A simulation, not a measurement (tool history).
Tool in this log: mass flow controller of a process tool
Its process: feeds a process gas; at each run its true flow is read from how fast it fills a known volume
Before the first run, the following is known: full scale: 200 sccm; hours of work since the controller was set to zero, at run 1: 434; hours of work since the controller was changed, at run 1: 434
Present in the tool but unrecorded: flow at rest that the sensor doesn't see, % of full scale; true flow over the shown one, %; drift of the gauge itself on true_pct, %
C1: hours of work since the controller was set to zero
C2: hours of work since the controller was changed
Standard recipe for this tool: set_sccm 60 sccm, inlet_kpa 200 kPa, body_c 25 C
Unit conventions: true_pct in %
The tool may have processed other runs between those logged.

run 1 hour=0 | set_sccm=60 inlet_kpa=200 body_c=25 | C1=434 C2=434 | true_pct=98.58
run 2 hour=65.7 | set_sccm=60 inlet_kpa=200 body_c=27 | C1=461 C2=461 | true_pct=98.8
run 3 hour=159.9 | set_sccm=60 inlet_kpa=200 body_c=27 | C1=500 C2=500 | true_pct=98.69
run 4 hour=240.4 | set_sccm=60 inlet_kpa=200 body_c=27 | C1=533 C2=533 | true_pct=98.56
run 5 hour=314.8 | set_sccm=60 inlet_kpa=152 body_c=25 | C1=564 C2=564 | true_pct=98.37
run 6 hour=378.6 | set_sccm=60 inlet_kpa=152 body_c=25 | C1=590 C2=590 | true_pct=98.25
run 7 hour=448.9 | set_sccm=60 inlet_kpa=152 body_c=37 | C1=619 C2=619 | true_pct=99.5
run 8 hour=547.3 | set_sccm=60 inlet_kpa=152 body_c=37 | C1=660 C2=660 | true_pct=99.49
run 9 hour=619.3 | set_sccm=60 inlet_kpa=152 body_c=37 | C1=690 C2=690 | true_pct=99.6
run 10 hour=712.1 | set_sccm=60 inlet_kpa=152 body_c=37 | C1=728 C2=728 | true_pct=99.45
run 11 hour=806.8 | set_sccm=92 inlet_kpa=179 body_c=37 | C1=767 C2=767 | true_pct=99.82

The next listed run, before its measurement:
run 12 hour=848 | set_sccm=92 inlet_kpa=179 body_c=37 | C1=784 C2=784 | true_pct=?

For run 12 the tool returned true_pct 99.81 %.
Had the tool carried no hidden state, the very same run would have given true_pct 99.65 %.

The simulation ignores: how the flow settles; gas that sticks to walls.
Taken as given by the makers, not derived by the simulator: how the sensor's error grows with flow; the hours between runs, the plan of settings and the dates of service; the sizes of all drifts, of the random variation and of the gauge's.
